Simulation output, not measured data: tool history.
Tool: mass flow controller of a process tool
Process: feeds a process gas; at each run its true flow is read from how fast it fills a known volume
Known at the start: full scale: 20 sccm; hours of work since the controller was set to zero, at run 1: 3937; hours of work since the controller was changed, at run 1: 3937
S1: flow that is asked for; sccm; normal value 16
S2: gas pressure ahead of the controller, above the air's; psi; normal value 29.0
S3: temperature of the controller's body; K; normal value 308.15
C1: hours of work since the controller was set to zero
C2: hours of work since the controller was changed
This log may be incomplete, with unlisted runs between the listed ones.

Run 1, hour 0.0: usual settings; C1 3937; C2 3937. Result: true flow (%) 99.86.
Run 2, hour 355.4: usual settings; C1 4069; C2 4069. Result: true flow (%) 99.87.
Run 3, hour 609.2: usual settings; C1 4163; C2 4163. Result: true flow (%) 99.82.
Run 4, hour 903.3: usual settings; C1 4272; C2 4272. Result: true flow (%) 99.77.
Run 5, hour 1186.9: usual settings but S3 299.15 K; C1 4377; C2 4377. Result: true flow (%) 99.38.
Run 6, hour 1341.7: usual settings but S3 299.15 K; C1 4434; C2 4434. Result: true flow (%) 99.25.
Run 7, hour 1535.7: usual settings but S3 299.15 K; C1 4506; C2 4506. Result: true flow (%) 99.15.
Run 8, hour 1784.0: usual settings; C1 4598; C2 4598. Result: true flow (%) 99.52.
Run 9, hour 2054.8: usual settings but S2 28.4 psi; C1 4698; C2 4698. Result: true flow (%) 99.55.
Run 10, hour 2315.3: usual settings but S2 29.9 psi; C1 4795; C2 4795. Result: true flow (%) 99.48.
At hour 2456.6: controller's zero set anew.
Run 11, hour 2490.4: usual settings; C1 13; C2 4860. Result: true flow (%) 99.39.
Run 12, hour 2763.4: usual settings; C1 114; C2 4961. Result: true flow (%) 99.42.
At hour 2985.2: controller exchanged for a calibrated one.
Run 13, hour 3020.8: usual settings; C1 13; C2 13. Result: true flow (%) 99.23.
Run 14, hour 3203.0: usual settings; C1 81; C2 81. Result: true flow (%) 99.25.
Run 15, hour 3381.7: usual settings but S2 35.0 psi; C1 147; C2 147. Result: true flow (%) 98.85.
Run 16, hour 3603.7: usual settings but S2 35.0 psi, S3 296.15 K; C1 229; C2 229. Result: true flow (%) 98.36.
Run 17, hour 3804.7: usual settings; C1 304; C2 304. Result: true flow (%) 99.13.
Run 18, hour 4046.5: usual settings but S2 38.3 psi; C1 393; C2 393. Result: true flow (%) 98.60.
Run 19, hour 4380.7: usual settings but S2 38.3 psi; C1 517; C2 517. Result: true flow (%) 98.56.
Run 20, hour 4577.3: usual settings but S2 38.3 psi; C1 590; C2 590. Result: true flow (%) 98.57.
Run 21, hour 4747.7: usual settings but S2 38.3 psi; C1 653; C2 653. Result: true flow (%) 98.61.
Run 22, hour 5068.8: usual settings but S2 38.3 psi; C1 772; C2 772. Result: true flow (%) 98.45.
Run 23, hour 5224.6: usual settings but S1 8 sccm, S2 38.3 psi; C1 830; C2 830. Result: true flow (%) 97.36.
Run 24, hour 5516.1: usual settings but S1 17 sccm, S2 38.3 psi, S3 307.15 K; C1 938; C2 938. Result: true flow (%) 98.48.
Run 25, hour 5774.8: usual settings but S1 2 sccm, S2 20.9 psi; C1 1034; C2 1034. Result: true flow (%) 97.07.
Run 26, hour 6031.5: usual settings but S1 2 sccm, S2 20.9 psi; C1 1129; C2 1129. Result: true flow (%) 97.15.
Run 27, hour 6199.7: usual settings but S2 20.9 psi; C1 1191; C2 1191. Result: true flow (%) 98.92.
Run 28, hour 6426.8: usual settings but S2 30.5 psi, S3 294.15 K; C1 1275; C2 1275. Result: true flow (%) 97.90.
At hour 6784.2: gauge calibrated.
Run 29, hour 6784.2: usual settings but S3 311.15 K; C1 1408; C2 1408. Result: true flow (%) 99.90.
Run 30, hour 7097.0: usual settings but S1 3 sccm, S2 21.5 psi, S3 311.15 K; C1 1524; C2 1524. Result: true flow (%) 98.35.
Run 31, hour 7267.5: usual settings but S1 4 sccm, S2 24.5 psi, S3 293.15 K; C1 1587; C2 1587. Result: true flow (%) 97.57.
Run 32, hour 7577.7: usual settings but S1 2 sccm, S2 27.6 psi, S3 311.15 K; C1 1702; C2 1702. Result: true flow (%) 97.86.
Run 33, hour 7915.3: usual settings but S1 15 sccm; C1 1827; C2 1827. Result: true flow (%) 99.57.
Run 34, hour 8232.8: usual settings but S1 15 sccm, S2 37.9 psi, S3 305.15 K; C1 1945; C2 1945. Result: true flow (%) 98.92.
Run 35, hour 8392.9: usual settings but S2 31.2 psi, S3 303.15 K; C1 2004; C2 2004. Result: true flow (%) 99.25.
Run 36, hour 8544.4: usual settings but S1 2 sccm, S2 39.2 psi, S3 305.15 K; C1 2060; C2 2060. Result: true flow (%) 96.99.
Run 37, hour 8729.6: usual settings but S1 5 sccm, S2 23.6 psi, S3 306.15 K; C1 2129; C2 2129. Result: true flow (%) 97.97.
Run 38, hour 8891.9: usual settings but S1 5 sccm, S2 23.6 psi, S3 306.15 K; C1 2189; C2 2189. Result: true flow (%) 98.10.
Run 39, hour 9240.0: usual settings but S3 299.15 K; C1 2318; C2 2318. Result: true flow (%) 98.99.
Run 40, hour 9605.4: usual settings but S3 299.15 K; C1 2453; C2 2453. Result: true flow (%) 98.97.
Run 41, hour 9803.4: usual settings but S1 4 sccm, S2 37.3 psi, S3 303.15 K; C1 2526; C2 2526. Result: true flow (%) 97.06.
Run 42, hour 10073.9: usual settings but S1 4 sccm, S2 37.3 psi, S3 303.15 K; C1 2627; C2 2627. Result: true flow (%) 97.02.
Run 43, hour 10440.4: usual settings but S1 19 sccm, S2 22.3 psi; C1 2763; C2 2763. Result: true flow (%) 99.62.
Run 44, hour 10715.2: usual settings but S1 12 sccm, S2 22.3 psi, S3 304.15 K; C1 2864; C2 2864. Result: true flow (%) 98.69.

Some steps in true flow (%) between neighbouring runs. How much of each would the tool show without its hidden state too (settings, what came in, random variation), and how much is left for the hidden state, with any gauge scatter that isn't in both results?
The tool's hidden condition here consists of: flow at rest that the sensor doesn't see, % of full scale; true flow over the shown one, %; drift of the gauge itself on true_pct, %.
Run 28 -> 29: S2 30.5 -> 29.0, S3 294.15 -> 311.15, gauge calibrated. true flow (%) +2.00: hidden state +1.25, all else +0.75.
Run 32 -> 33: S1 2 -> 15, S2 27.6 -> 29.0, S3 311.15 -> 308.15. true flow (%) +1.71: hidden state -0.09, all else +1.80.
Run 35 -> 36: S1 16 -> 2, S2 31.2 -> 39.2, S3 303.15 -> 305.15. true flow (%) -2.26: hidden state -0.01, all else -2.25.
Run 42 -> 43: S1 4 -> 19, S2 37.3 -> 22.3, S3 303.15 -> 308.15. true flow (%) +2.60: hidden state -0.09, all else +2.69.
